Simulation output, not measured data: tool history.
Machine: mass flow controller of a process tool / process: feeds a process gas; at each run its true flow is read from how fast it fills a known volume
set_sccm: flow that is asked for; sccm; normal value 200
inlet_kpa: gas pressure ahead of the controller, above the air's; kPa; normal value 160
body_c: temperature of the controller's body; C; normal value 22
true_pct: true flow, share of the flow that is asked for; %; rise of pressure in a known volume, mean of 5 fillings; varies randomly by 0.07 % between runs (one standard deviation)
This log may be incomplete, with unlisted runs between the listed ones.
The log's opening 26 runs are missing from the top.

| run | hour | set_sccm | inlet_kpa | body_c | true_pct |
|---|---|---|---|---|---|
| 27 | 3446.2 | 65 | 179 | 34 | 94.39 |
|  | 3460.9 | controller's zero set anew |
| 28 | 3557.1 | 467 | 160 | 22 | 100.11 |
| 29 | 3700.2 | 280 | 173 | 28 | 98.43 |
|  | 3747.5 | controller's zero set anew, once more |
| 30 | 3786.2 | 210 | 160 | 26 | 99.72 |
| 31 | 3895.9 | 210 | 160 | 26 | 99.51 |
| 32 | 4011.2 | 258 | 268 | 26 | 99.04 |
| 33 | 4193.7 | 133 | 268 | 26 | 98.34 |
| 34 | 4272.1 | 133 | 276 | 22 | 98.10 |
| 35 | 4389.1 | 102 | 219 | 22 | 98.20 |
| 36 | 4543.7 | 102 | 219 | 22 | 98.05 |
| 37 | 4702.7 | 103 | 219 | 22 | 97.97 |
| 38 | 4848.4 | 103 | 219 | 22 | 97.98 |
| 39 | 4981.2 | 103 | 219 | 22 | 97.87 |
| 40 | 5151.8 | 103 | 219 | 22 | 97.57 |
| 41 | 5297.1 | 396 | 188 | 23 | 100.32 |
| 42 | 5463.8 | 470 | 227 | 20 | 100.36 |
| 43 | 5614.5 | 470 | 227 | 20 | 100.40 |
| 44 | 5755.1 | 131 | 201 | 22 | 98.03 |
| 45 | 5861.8 | 288 | 217 | 22 | 99.54 |
| 46 | 5939.6 | 288 | 217 | 22 | 99.49 |

Predict each of these 5 candidate next runs independently; none follows another, all start after run 46:
| A | 6032.3 | 247 | 160 | 22 | ? |
| B | 6032.3 | 179 | 217 | 35 | ? |
| C | 6032.3 | 200 | 160 | 24 | ? |
| D | 6032.3 | 225 | 245 | 22 | ? |
| E | 6032.3 | 159 | 160 | 28 | ? |

| run | true_pct |
|---|---|
| A | 99.37 |
| B | 99.04 |
| C | 99.34 |
| D | 98.66 |
| E | 98.79 |
Stripped of hidden state, with their random variation kept, the same runs would have yielded:
| run | true_pct |
|---|---|
| A | 98.71 |
| B | 98.66 |
| C | 98.85 |
| D | 98.08 |
| E | 98.54 |
